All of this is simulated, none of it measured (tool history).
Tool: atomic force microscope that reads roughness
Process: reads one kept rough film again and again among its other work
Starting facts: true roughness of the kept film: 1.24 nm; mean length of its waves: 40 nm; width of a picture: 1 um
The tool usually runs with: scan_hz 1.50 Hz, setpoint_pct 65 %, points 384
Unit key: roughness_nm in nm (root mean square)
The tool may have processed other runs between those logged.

run   hour  scan_hz  setpoint_pct  points  roughness_nm
  1    0.0     1.50            65     384         1.030
  2   16.8     1.50            65     384         1.019
  3   30.4     1.50            65     384         1.013
  4   38.8     1.50            65     384         1.010
      48.2  -- new tip fitted
  5   54.8     1.65            65     384         1.103
  6   75.2     1.50            65     271         1.091
  7   89.9     1.50            65     384         1.098
  8  110.3     1.50            65     384         1.087
  9  130.3     1.07            65     384         1.095
 10  141.5     1.50            56     384         1.105
 11  153.6     1.50            56     384         1.097
 12  173.4     1.50            56     384         1.088
 13  189.0     1.50            56     384         1.091
 14  205.2     0.85            65     384         1.084
 15  217.3     0.85            65     384         1.064
 16  238.2     1.50            65     417         1.045
 17  249.4     1.20            72     513         1.008
 18  267.9     1.20            72     332         1.001
 19  280.8     0.54            84     332         1.006
 20  292.8     0.54            84     332         1.008
     295.4  -- height scale calibrated on a step standard
     301.1  -- new tip fitted
 21  304.7     1.50            65     784         1.118
 22  324.8     1.50            57     439         1.142
     328.0  -- height scale calibrated on a step standard, once more
 23  339.7     2.44            65     384         1.054
 24  357.4     3.34            65     384         1.007
 25  368.2     3.34            65     384         1.000
 26  383.7     0.50            65     384         1.135
 27  399.2     0.50            65     384         1.123
 28  413.7     0.50            65     384         1.112
 29  422.1     2.04            70     418         1.006
 30  441.4     2.04            70     418         0.994
 31  460.8     1.99            67     457         1.010
 32  479.0     0.53            77     648         1.050

A few steps of roughness_nm between consecutive runs. Split each: what settings, incoming material and random variation would produce without the hidden state, and what is left over for the hidden state, along with gauge scatter present in only one of the two compared results (measured, and without hidden state):
Hidden conditions of the tool in this case: radius of the tip, nm; height scale over the true one, %; drift of the gauge itself on roughness_nm, %.
Run 4 -> 5: scan_hz 1.50 -> 1.65, new tip fitted. roughness_nm +0.093 nm (root mean square): hidden state +0.103, all else -0.010.
Run 20 -> 21: scan_hz 0.54 -> 1.50, setpoint_pct 84 -> 65, points 332 -> 784, height scale calibrated on a step standard, new tip fitted. roughness_nm +0.110 nm (root mean square): hidden state +0.108, all else +0.002.
Run 25 -> 26: scan_hz 3.34 -> 0.50. roughness_nm +0.135 nm (root mean square): hidden state -0.011, all else +0.146.
Run 28 -> 29: scan_hz 0.50 -> 2.04, setpoint_pct 65 -> 70, points 384 -> 418. roughness_nm -0.106 nm (root mean square): hidden state +0.001, all else -0.107.
Run 31 -> 32: scan_hz 1.99 -> 0.53, setpoint_pct 67 -> 77, points 457 -> 648. roughness_nm +0.040 nm (root mean square): hidden state -0.012, all else +0.052.
